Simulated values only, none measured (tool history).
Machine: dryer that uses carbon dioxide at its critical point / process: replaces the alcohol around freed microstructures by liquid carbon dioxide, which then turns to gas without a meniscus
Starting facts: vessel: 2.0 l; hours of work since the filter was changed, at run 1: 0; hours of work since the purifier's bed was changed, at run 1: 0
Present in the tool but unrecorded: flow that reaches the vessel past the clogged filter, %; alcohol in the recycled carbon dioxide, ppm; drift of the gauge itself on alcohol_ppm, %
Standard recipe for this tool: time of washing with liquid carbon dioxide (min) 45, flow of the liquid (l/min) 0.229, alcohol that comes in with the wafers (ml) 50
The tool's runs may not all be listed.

| run | hour | time of washing with liquid carbon dioxide (min) | flow of the liquid (l/min) | alcohol that comes in with the wafers (ml) | hours of work since the filter was changed | hours of work since the purifier's bed was changed | alcohol left in the vessel before it's heated (ppm by volume) |
|---|---|---|---|---|---|---|---|
| 1 | 0 | 45 | 0.229 | 50 | 0 | 0 | 412 |
| 2 | 29 | 45 | 0.229 | 50 | 17 | 17 | 414 |
| 3 | 76.9 | 45 | 0.294 | 50 | 46 | 46 | 133 |
| 4 | 124.8 | 45 | 0.294 | 50 | 74 | 74 | 145 |
| 5 | 175.5 | 45 | 0.294 | 50 | 104 | 104 | 142 |
| 6 | 218 | 45 | 0.294 | 50 | 130 | 130 | 154 |
| 7 | 260.2 | 45 | 0.229 | 42 | 155 | 155 | 404 |
| 8 | 324.4 | 45 | 0.324 | 50 | 193 | 193 | 112 |
| 9 | 355.9 | 45 | 0.324 | 50 | 212 | 212 | 132 |
| 10 | 408.4 | 45 | 0.324 | 50 | 243 | 243 | 142 |
| 11 | 435.3 | 45 | 0.18 | 50 | 259 | 259 | 1281 |
| 12 | 465.1 | 40 | 0.229 | 50 | 277 | 277 | 806 |
| 13 | 530.5 | 40 | 0.229 | 50 | 316 | 316 | 887 |
| 14 | 568.5 | 40 | 0.229 | 50 | 338 | 338 | 884 |
| 15 | 615.5 | 40 | 0.278 | 50 | 366 | 366 | 459 |
| 16 | 652.7 | 40 | 0.278 | 50 | 388 | 388 | 462 |
| 17 | 684.9 | 45 | 0.229 | 50 | 408 | 408 | 659 |
| 18 | 739 | 45 | 0.323 | 33 | 440 | 440 | 164 |
| 19 | 776.9 | 31 | 0.229 | 38 | 462 | 462 | 1522 |
| 20 | 837.7 | 46 | 0.215 | 41 | 499 | 499 | 707 |
| 21 | 896 | 45 | 0.158 | 75 | 533 | 533 | 3257 |
| 22 | 929.3 | 33 | 0.276 | 101 | 553 | 553 | 2017 |

Run 23, settings as shown, results not yet in. Your forecast:
|  | 956.2 | inlet filter changed |
| 23 | 968.8 | 35 | 0.353 | 50 | 7 | 576 | ? |

For run 23 the tool returned alcohol left in the vessel before it's heated (ppm by volume) 241.
Without the tool's hidden state the same run would have given alcohol left in the vessel before it's heated (ppm by volume) 146.
